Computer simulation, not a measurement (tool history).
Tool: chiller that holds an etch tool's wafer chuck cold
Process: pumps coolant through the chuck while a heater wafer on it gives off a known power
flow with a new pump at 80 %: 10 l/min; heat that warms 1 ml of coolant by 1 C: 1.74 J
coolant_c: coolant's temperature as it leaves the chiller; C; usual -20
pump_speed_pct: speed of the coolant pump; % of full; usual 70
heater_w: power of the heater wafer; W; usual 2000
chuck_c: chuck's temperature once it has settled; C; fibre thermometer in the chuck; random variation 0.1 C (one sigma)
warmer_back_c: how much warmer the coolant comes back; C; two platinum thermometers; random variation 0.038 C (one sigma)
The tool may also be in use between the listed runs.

run	hour	coolant_c	pump_speed_pct	heater_w	chuck_c	warmer_back_c
1	0	-20	70	2000	6.6	7.85
2	71.8	-20	70	2000	6.7	7.86
3	145.8	-20	70	1032	-6.1	3.98
4	206	-20	70	1032	-6.3	4.01
5	264.1	-17	70	2000	9.7	7.82
6	349.6	-20	64	2000	8.6	8.49
7	396.6	-20	95	2000	1.3	5.84
8	437.6	-20	95	2000	1	5.79
9	495.5	-20	95	2000	1.1	5.87
10	584	-20	95	1773	-1	5.24
11	676.9	-20	70	1279	-3.1	4.99
12	740.7	-20	70	1279	-3	5.01
13	787.9	-20	70	2461	12.7	9.61
14	849.8	-20	70	2000	6.6	7.81
15	918.9	-20	70	2516	13.5	9.84
16	976.3	-20	91	2000	1.9	6.12
17	1048.9	-21	81	1303	-5.5	4.39
# hour 1074.7: chiller's thermometer calibrated
18	1134.6	-29	70	1303	-11.7	5.16
19	1193.2	-17	70	1056	-3.1	4.07
20	1233.7	-17	70	1056	-3	4.17
21	1289.7	-17	70	1056	-2.9	4.12
22	1348.5	-17	70	1056	-3	4.16
23	1400.5	-19	62	2337	15	10.38
24	1440	-19	68	1611	2.7	6.46
25	1527.1	-22	70	2193	7.1	8.61
26	1567.8	-22	69	1449	-2.7	5.67
27	1641.4	-22	69	1449	-2.6	5.82
28	1705.6	-13	94	1027	-2	3
29	1749.8	-25	70	1926	0.6	7.54
30	1791.1	-27	96	2095	-4.9	6.04
31	1881.9	-27	96	2095	-4.9	6.12

Forecast each of these 4 alternatives for the next run:
A	1954.9	-26	88	2000	?	?
B	1954.9	-29	85	1271	?	?
C	1954.9	-15	70	2000	?	?
D	1954.9	-12	64	2079	?	?

run	chuck_c	warmer_back_c
A	-3.7	6.25
B	-14.4	4.13
C	11.7	7.86
D	17.6	8.85
Without the tool's hidden state the same runs would have given:
run	chuck_c	warmer_back_c
A	-3.7	6.24
B	-14.4	4.13
C	11.6	7.85
D	17.5	8.85

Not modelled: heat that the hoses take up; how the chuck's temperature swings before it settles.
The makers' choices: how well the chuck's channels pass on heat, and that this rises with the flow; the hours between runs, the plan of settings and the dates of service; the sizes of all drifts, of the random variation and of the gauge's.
